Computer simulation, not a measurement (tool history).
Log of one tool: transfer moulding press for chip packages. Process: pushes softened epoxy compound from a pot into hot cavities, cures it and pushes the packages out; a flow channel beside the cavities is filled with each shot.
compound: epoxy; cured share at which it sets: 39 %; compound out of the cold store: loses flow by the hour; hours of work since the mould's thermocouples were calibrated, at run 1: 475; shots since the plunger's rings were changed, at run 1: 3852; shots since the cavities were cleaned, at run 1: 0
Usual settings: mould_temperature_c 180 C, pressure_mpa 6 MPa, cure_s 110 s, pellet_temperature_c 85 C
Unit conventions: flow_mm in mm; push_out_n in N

| run | hour | mould_temperature_c | pressure_mpa | cure_s | pellet_temperature_c | hours of work since the mould's thermocouples were calibrated | shots since the plunger's rings were changed | shots since the cavities were cleaned | incoming compound's hours out of the cold store | flow_mm | push_out_n |
|---|---|---|---|---|---|---|---|---|---|---|---|
| 1 | 0 | 180 | 6 | 110 | 85 | 475 | 3852 | 0 | 45.4 | 473 | 222 |
|  | 32.6 | plunger's sealing rings changed |
|  | 45.4 | mould's thermocouples calibrated |
| 2 | 49.1 | 180 | 6 | 110 | 85 | 3 | 194 | 595 | 43 | 502 | 383 |
|  | 69.6 | cavities cleaned with cleaning compound and waxed |
| 3 | 114.1 | 180 | 6 | 110 | 85 | 53 | 1040 | 594 | 28.8 | 512 | 380 |
|  | 136.8 | cavities cleaned with cleaning compound and waxed |
| 4 | 173.5 | 180 | 6 | 110 | 85 | 98 | 1811 | 489 | 19.8 | 513 | 362 |
|  | 202.9 | cavities cleaned with cleaning compound and waxed |
| 5 | 246.8 | 180 | 6 | 110 | 85 | 155 | 2768 | 585 | 25.8 | 497 | 364 |
|  | 268.2 | cavities cleaned with cleaning compound and waxed |
| 6 | 315.4 | 180 | 6 | 110 | 85 | 207 | 3662 | 630 | 29.7 | 489 | 370 |
|  | 334.5 | cavities cleaned with cleaning compound and waxed |
|  | 352.7 | mould's thermocouples calibrated, once more |
|  | 367.7 | plunger's sealing rings changed |
| 7 | 376 | 180 | 5.79 | 110 | 85 | 16 | 110 | 493 | 40.8 | 495 | 354 |
|  | 404.9 | cavities cleaned with cleaning compound and waxed |
| 8 | 412.3 | 180 | 5.79 | 110 | 85 | 44 | 574 | 99 | 34.3 | 501 | 256 |
| 9 | 443.5 | 180 | 6 | 110 | 85 | 68 | 989 | 514 | 31.5 | 512 | 359 |
|  | 469.9 | cavities cleaned with cleaning compound and waxed |
| 10 | 517.2 | 180 | 6 | 110 | 83 | 125 | 1952 | 632 | 33.9 | 500 | 383 |
|  | 536.4 | cavities cleaned with cleaning compound and waxed |
| 11 | 575.6 | 180 | 6 | 110 | 80 | 169 | 2708 | 521 | 38.7 | 487 | 384 |
|  | 604.7 | cavities cleaned with cleaning compound and waxed |
| 12 | 643 | 180 | 6 | 110 | 80 | 221 | 3586 | 509 | 33.9 | 486 | 376 |
|  | 673.9 | cavities cleaned with cleaning compound and waxed |
| 13 | 684.1 | 180 | 6 | 110 | 80 | 252 | 4115 | 136 | 46.4 | 475 | 282 |
|  | 699.6 | plunger's sealing rings changed |
|  | 742.4 | cavities cleaned with cleaning compound and waxed |
| 14 | 747.9 | 180 | 6 | 110 | 80 | 299 | 623 | 73 | 35.2 | 510 | 251 |
|  | 807.5 | cavities cleaned with cleaning compound and waxed |
| 15 | 820.6 | 180 | 6 | 110 | 80 | 355 | 1572 | 175 | 32.9 | 503 | 303 |
| 16 | 864.3 | 180 | 5.74 | 110 | 82 | 390 | 2154 | 757 | 13.2 | 511 | 398 |
|  | 877.9 | cavities cleaned with cleaning compound and waxed |
| 17 | 901.2 | 173 | 5.84 | 90 | 76 | 417 | 2626 | 310 | 31.3 | 497 | 584 |
| 18 | 936.7 | 173 | 5.84 | 90 | 76 | 445 | 3099 | 783 | 38.7 | 488 | 759 |
|  | 944.6 | cavities cleaned with cleaning compound and waxed |
| 19 | 972.8 | 181 | 5.84 | 90 | 76 | 472 | 3560 | 377 | 33.7 | 480 | 382 |
|  | 1010.6 | cavities cleaned with cleaning compound and waxed |
|  | 1019.1 | mould's thermocouples calibrated |
|  | 1030.4 | plunger's sealing rings changed |
| 20 | 1048.5 | 180 | 7.32 | 110 | 85 | 21 | 241 | 444 | 39.3 | 560 | 348 |
|  | 1080.5 | cavities cleaned with cleaning compound and waxed |
| 21 | 1115.2 | 180 | 6.21 | 148 | 85 | 72 | 1109 | 461 | 19.8 | 531 | 325 |
|  | 1147.5 | cavities cleaned with cleaning compound and waxed |
| 22 | 1158.9 | 174 | 6.21 | 148 | 83 | 105 | 1673 | 152 | 26.2 | 530 | 280 |
| 23 | 1196.4 | 174 | 6.21 | 148 | 83 | 135 | 2172 | 651 | 47.1 | 500 | 382 |
|  | 1216.7 | cavities cleaned with cleaning compound and waxed |
| 24 | 1256.3 | 175 | 6.5 | 140 | 95 | 181 | 2949 | 527 | 43.6 | 508 | 370 |
|  | 1282.5 | cavities cleaned with cleaning compound and waxed |
| 25 | 1295 | 188 | 5.14 | 110 | 85 | 210 | 3446 | 167 | 16.2 | 459 | 266 |

4 ways to go on from here, each from the tool as it stands after run 25. What would each give?
|  | 1349.5 | cavities cleaned with cleaning compound and waxed |
| A | 1354.1 | 175 | 5.14 | 110 | 85 | 255 | 4213 | 61 | 39.6 | ? | ? |
|  | 1349.5 | cavities cleaned with cleaning compound and waxed |
| B | 1354.1 | 180 | 6 | 95 | 85 | 255 | 4213 | 61 | 22.7 | ? | ? |
|  | 1349.5 | cavities cleaned with cleaning compound and waxed |
| C | 1354.1 | 180 | 5.16 | 110 | 85 | 255 | 4213 | 61 | 32.9 | ? | ? |
|  | 1349.5 | cavities cleaned with cleaning compound and waxed |
| D | 1354.1 | 180 | 6.05 | 110 | 85 | 255 | 4213 | 61 | 42 | ? | ? |

| run | flow_mm | push_out_n |
|---|---|---|
| A | 447 | 293 |
| B | 494 | 284 |
| C | 448 | 256 |
| D | 478 | 277 |
Without the tool's hidden state the same runs would have given:
| run | flow_mm | push_out_n |
|---|---|---|
| A | 476 | 262 |
| B | 526 | 253 |
| C | 478 | 226 |
| D | 510 | 246 |

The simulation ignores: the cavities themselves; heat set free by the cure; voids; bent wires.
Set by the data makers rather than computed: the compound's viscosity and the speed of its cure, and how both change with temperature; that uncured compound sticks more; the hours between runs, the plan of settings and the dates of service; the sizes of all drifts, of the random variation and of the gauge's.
